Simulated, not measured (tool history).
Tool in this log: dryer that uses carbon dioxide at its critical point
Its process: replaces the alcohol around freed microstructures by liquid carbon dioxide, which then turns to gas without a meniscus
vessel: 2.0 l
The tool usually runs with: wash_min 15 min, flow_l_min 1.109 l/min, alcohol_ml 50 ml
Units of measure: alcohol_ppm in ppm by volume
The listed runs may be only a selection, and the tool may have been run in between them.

run   hour  wash_min  flow_l_min  alcohol_ml  alcohol_ppm
  1      0        15       1.109          50           48
  2    4.8        15       1.109          50           52
  3   12.4        15         1.5          50           37
  4   21.9        21       1.109          50           31
  5   29.2        21       1.109          50           33
  6   34.9        15       1.109          50           57
  7   44.6        15       1.109          39           54
  8     51        15       1.109          39           54
  9   59.2        15       1.109          39           48
 10   64.8        15       1.109          39           58
 11   72.9        15       1.109          50           66
 12   81.5        15       1.109          50           60
 13   87.8        15       1.109          50           73
 14   96.1        15        1.25          20           45
 15  100.5        15           1          91          115
 16  108.3        11        0.93          40          315
 17  116.2        15         1.3          20           47
 18  123.9        11        1.08          46          199
 19  130.7        11        1.32          31           79
 20  138.2        12        0.72          32          459
 21  145.6        11        0.81          32          436
 22  153.4        11        0.75          32          546
 23  159.3        16        1.86          22           44
 24  163.3        17        1.18          62           46
 25  172.9        22        0.73          31           67
 26  178.5        22        1.07          31           42

Consider 4 possible next runs. They are alternatives, not a sequence: every one starts from the tool as it was left by run 26. What does each give?
  A  187.2        15        0.98          56            ?
  B  187.2        18        0.98          50            ?
  C  187.2        12        1.84          42            ?
  D  187.2        24        1.09         105            ?

run  alcohol_ppm
  A          102
  B           67
  C           49
  D           61
The same runs, with their run-to-run variation unchanged, on a tool lacking any hidden condition would have given:
run  alcohol_ppm
  A           44
  B           17
  C            5
  D           15
